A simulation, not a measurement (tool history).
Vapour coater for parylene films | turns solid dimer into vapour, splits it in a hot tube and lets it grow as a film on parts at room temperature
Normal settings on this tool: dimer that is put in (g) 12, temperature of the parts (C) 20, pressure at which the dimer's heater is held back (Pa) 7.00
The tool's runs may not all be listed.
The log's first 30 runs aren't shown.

run     day  dimer that is put in (g)  temperature of the parts (C)  pressure at which the dimer's heater is held back (Pa)  hours of work since the trap's valve was overhauled  hours of work since the table's thermometer was calibrated  thickness of the film (um)
 31  17.675                        12                            20                                                    6.34                                                  230                                                         310                        7.91
 32  18.546                        12                            20                                                    6.34                                                  239                                                         319                        7.92
 33  19.104                        13                            30                                                    7.93                                                  244                                                         325                        5.34
 34  19.954                         6                            19                                                    3.70                                                  253                                                         333                        4.32
 35  20.333                         6                            19                                                    3.70                                                  257                                                         337                        4.34
 36  21.167                        12                            20                                                   11.82                                                  265                                                         345                        7.68
 37  22.050                        18                            20                                                    4.44                                                  274                                                         354                       11.96
 38  22.867                        18                            20                                                    4.44                                                  282                                                         362                       12.01
 39  23.579                        14                            12                                                    3.35                                                  289                                                         370                       13.93
 40  24.333                        14                            12                                                    3.35                                                  297                                                         377                       13.98
 41  25.138                        13                            20                                                    5.38                                                  305                                                         385                        8.51
 42  25.888                        13                            25                                                    3.18                                                  312                                                         393                        6.91
 43  26.733                        11                            20                                                    7.00                                                  321                                                         401                        7.06
 44  27.617                         8                            26                                                   11.51                                                  330                                                         410                        3.82
 45  28.483                         8                            26                                                   11.51                                                  338                                                         419                        3.77
 46  29.104                         8                            26                                                   11.51                                                  345                                                         425                        3.79

What if the next run were any one of these 3? Each begins from the tool's condition after run 46:
  A  29.517                         9                            23                                                    9.43                                                  349                                                         429                           ?
  B  29.517                         8                            16                                                    4.65                                                  349                                                         429                           ?
  C  29.517                        12                            20                                                    2.10                                                  349                                                         429                           ?

run  thickness of the film (um)
  A                        4.98
  B                        6.45
  C                        8.44
Without the tool's hidden state the same runs would have given:
run  thickness of the film (um)
  A                        5.28
  B                        6.84
  C                        8.94
